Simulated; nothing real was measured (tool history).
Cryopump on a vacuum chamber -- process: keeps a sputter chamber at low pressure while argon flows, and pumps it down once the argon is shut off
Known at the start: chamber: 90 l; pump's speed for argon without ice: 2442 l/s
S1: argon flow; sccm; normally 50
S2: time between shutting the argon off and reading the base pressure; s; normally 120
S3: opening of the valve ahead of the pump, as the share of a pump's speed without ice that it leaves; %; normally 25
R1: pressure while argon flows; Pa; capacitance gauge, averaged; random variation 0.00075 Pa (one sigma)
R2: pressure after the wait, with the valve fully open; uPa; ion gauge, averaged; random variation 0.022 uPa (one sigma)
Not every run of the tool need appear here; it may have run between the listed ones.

run,hour,S1,S2,S3,R1,R2
1,0.0,50,120,25,0.1418,0.99
2,12.2,50,120,53,0.0679,0.95
3,20.0,50,120,53,0.0681,0.96
4,31.4,50,120,25,0.1424,0.94
5,39.9,50,120,25,0.1421,0.93
6,46.2,80,120,25,0.2246,0.94
7,58.2,80,120,25,0.2282,0.95
8,72.5,44,120,25,0.1254,0.99
9,79.0,44,120,25,0.1249,0.97
10,88.1,44,120,25,0.1257,0.92
11,95.5,50,120,25,0.1425,0.98
12,103.4,50,120,25,0.1427,1.00
13,113.5,50,120,25,0.1429,1.02
14,128.3,50,120,25,0.1427,1.00
15,142.7,50,48,25,0.1427,1.63
16,150.7,50,120,27,0.1336,0.95
17,161.7,50,120,54,0.0684,1.01
18,175.5,50,120,54,0.0690,0.99
19,185.7,22,120,34,0.0468,1.05
20,200.7,62,120,34,0.1319,1.01
21,207.0,44,75,25,0.1279,1.19
22,214.2,28,126,25,0.0813,1.04
23,228.1,31,62,25,0.0898,1.43
24,235.9,94,92,25,0.2715,1.16
25,249.2,94,92,25,0.2713,1.18
26,264.5,50,190,25,0.1453,0.87
27,275.8,50,190,25,0.1457,0.92
28,289.1,50,190,25,0.1448,0.90
29,296.4,50,73,30,0.1227,1.33
30,309.3,71,98,20,0.2534,1.14
31,318.4,71,98,20,0.2546,1.15
32,329.5,50,120,19,0.1884,1.08
33,339.8,50,120,19,0.1891,1.09
34,353.3,72,21,51,0.1089,3.06

4 ways to go on from here, each from the tool as it stands after run 34. What would each give?
A,366.4,50,72,43,?,?
B,366.4,46,120,39,?,?
C,366.4,97,26,16,?,?
D,366.4,25,49,58,?,?

run,R1,R2
A,0.0882,1.32
B,0.0896,1.07
C,0.4354,2.58
D,0.0338,1.71
What these runs would have given with no unlogged condition in the tool:
run,R1,R2
A,0.0804,0.77
B,0.0823,0.53
C,0.4202,2.03
D,0.0299,1.15
